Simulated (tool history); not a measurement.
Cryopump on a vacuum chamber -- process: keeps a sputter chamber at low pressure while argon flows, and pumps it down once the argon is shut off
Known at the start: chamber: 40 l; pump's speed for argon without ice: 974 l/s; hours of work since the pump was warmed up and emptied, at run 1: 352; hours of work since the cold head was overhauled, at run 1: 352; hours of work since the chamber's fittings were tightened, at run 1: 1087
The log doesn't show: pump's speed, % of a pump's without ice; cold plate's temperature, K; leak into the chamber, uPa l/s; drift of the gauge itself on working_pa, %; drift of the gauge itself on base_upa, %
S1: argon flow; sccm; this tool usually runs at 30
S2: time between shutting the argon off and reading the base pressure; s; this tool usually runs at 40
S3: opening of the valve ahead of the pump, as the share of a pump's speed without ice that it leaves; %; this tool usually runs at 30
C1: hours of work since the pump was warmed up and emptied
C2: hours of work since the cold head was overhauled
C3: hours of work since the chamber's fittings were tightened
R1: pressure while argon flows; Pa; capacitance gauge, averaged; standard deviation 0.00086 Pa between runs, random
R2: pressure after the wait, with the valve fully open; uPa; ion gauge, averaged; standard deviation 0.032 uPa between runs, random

Run 1, hour 0: usual settings; C1 352; C2 352; C3 1087. Result: R1 0.1815 Pa, R2 2.08 uPa.
Run 2, hour 15.3: usual settings; C1 362; C2 362; C3 1097. Result: R1 0.1819 Pa, R2 2.13 uPa.
Run 3, hour 32.2: usual settings but S1 14 sccm; C1 373; C2 373; C3 1107. Result: R1 0.0848 Pa, R2 2.18 uPa.
Run 4, hour 43.6: usual settings but S1 14 sccm; C1 380; C2 380; C3 1114. Result: R1 0.0849 Pa, R2 2.12 uPa.
Run 5, hour 54.8: usual settings but S1 14 sccm; C1 387; C2 387; C3 1121. Result: R1 0.0845 Pa, R2 2.12 uPa.
Run 6, hour 70.4: usual settings but S1 14 sccm; C1 397; C2 397; C3 1131. Result: R1 0.0851 Pa, R2 2.09 uPa.
Run 7, hour 85.6: usual settings but S1 14 sccm; C1 406; C2 406; C3 1141. Result: R1 0.0854 Pa, R2 2.2 uPa.
Run 8, hour 102.8: usual settings but S1 14 sccm; C1 417; C2 417; C3 1151. Result: R1 0.0859 Pa, R2 2.12 uPa.
Run 9, hour 117.8: usual settings but S1 14 sccm; C1 426; C2 426; C3 1161. Result: R1 0.0855 Pa, R2 2.18 uPa.
Run 10, hour 135.8: usual settings but S1 17 sccm; C1 438; C2 438; C3 1172. Result: R1 0.1032 Pa, R2 2.24 uPa.
Run 11, hour 144.6: usual settings but S1 17 sccm; C1 443; C2 443; C3 1178. Result: R1 0.1025 Pa, R2 2.17 uPa.
Run 12, hour 164.1: usual settings but S1 48 sccm, S2 25 s, S3 50 %; C1 455; C2 455; C3 1190. Result: R1 0.1835 Pa, R2 3.04 uPa.
Run 13, hour 184.5: usual settings but S2 109 s, S3 57 %; C1 468; C2 468; C3 1203. Result: R1 0.1019 Pa, R2 1.39 uPa.
Run 14, hour 195.4: usual settings but S1 29 sccm, S2 35 s, S3 57 %; C1 475; C2 475; C3 1209. Result: R1 0.098 Pa, R2 2.52 uPa.
Run 15, hour 213.3: usual settings but S1 14 sccm; C1 486; C2 486; C3 1221. Result: R1 0.086 Pa, R2 2.15 uPa.

For run 16, what comes out?
Run 16, hour 223.4: usual settings but S3 18 %; C1 492; C2 492; C3 1227. Result: R1 ?, R2 ?.

For run 16 the tool returned R1 0.2976 Pa, R2 2.3 uPa.
Take away the tool's hidden state, keep the run-to-run variation as it was, and the same run would have given R1 0.287 Pa, R2 1.75 uPa.
